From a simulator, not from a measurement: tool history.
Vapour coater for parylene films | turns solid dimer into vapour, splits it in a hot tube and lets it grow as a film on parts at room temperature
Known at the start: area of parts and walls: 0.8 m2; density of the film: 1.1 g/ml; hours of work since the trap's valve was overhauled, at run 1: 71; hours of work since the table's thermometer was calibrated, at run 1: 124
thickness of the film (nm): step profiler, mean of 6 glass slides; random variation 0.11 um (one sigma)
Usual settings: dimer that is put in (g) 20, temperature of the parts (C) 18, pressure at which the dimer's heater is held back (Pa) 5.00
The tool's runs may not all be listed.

| run | hour | dimer that is put in (g) | temperature of the parts (C) | pressure at which the dimer's heater is held back (Pa) | hours of work since the trap's valve was overhauled | hours of work since the table's thermometer was calibrated | thickness of the film (nm) |
|---|---|---|---|---|---|---|---|
| 1 | 0.0 | 20 | 18 | 5.00 | 71 | 124 | 13630 |
| 2 | 23.9 | 9 | 18 | 5.00 | 86 | 139 | 6130 |
| 3 | 50.2 | 11 | 18 | 5.00 | 102 | 155 | 7480 |
| 4 | 65.8 | 20 | 18 | 5.00 | 112 | 164 | 13640 |
| 5 | 89.6 | 20 | 17 | 5.00 | 126 | 179 | 14450 |
| 6 | 107.0 | 20 | 14 | 5.00 | 137 | 190 | 16310 |
| 7 | 134.2 | 11 | 14 | 5.00 | 154 | 207 | 8770 |
| 8 | 155.0 | 20 | 19 | 5.00 | 167 | 220 | 12870 |
| 9 | 172.7 | 20 | 19 | 5.00 | 178 | 230 | 12810 |
| 10 | 193.3 | 21 | 19 | 6.24 | 190 | 243 | 13160 |
| 11 | 207.6 | 11 | 16 | 5.00 | 199 | 252 | 8070 |
| 12 | 232.8 | 11 | 16 | 5.00 | 215 | 267 | 8070 |
| 13 | 253.1 | 11 | 17 | 6.68 | 227 | 280 | 7500 |
| 14 | 271.0 | 10 | 30 | 6.07 | 238 | 291 | 3750 |
| 15 | 298.5 | 10 | 30 | 6.07 | 255 | 308 | 3760 |

Forecast each of these 3 alternatives for the next run:
| A | 328.6 | 10 | 30 | 6.73 | 274 | 327 | ? |
| B | 328.6 | 32 | 30 | 6.07 | 274 | 327 | ? |
| C | 328.6 | 20 | 13 | 3.43 | 274 | 327 | ? |

| run | thickness of the film (nm) |
|---|---|
| A | 3630 |
| B | 11910 |
| C | 17340 |
Without the tool's hidden state the same runs would have given:
| run | thickness of the film (nm) |
|---|---|
| A | 3840 |
| B | 12590 |
| C | 18340 |
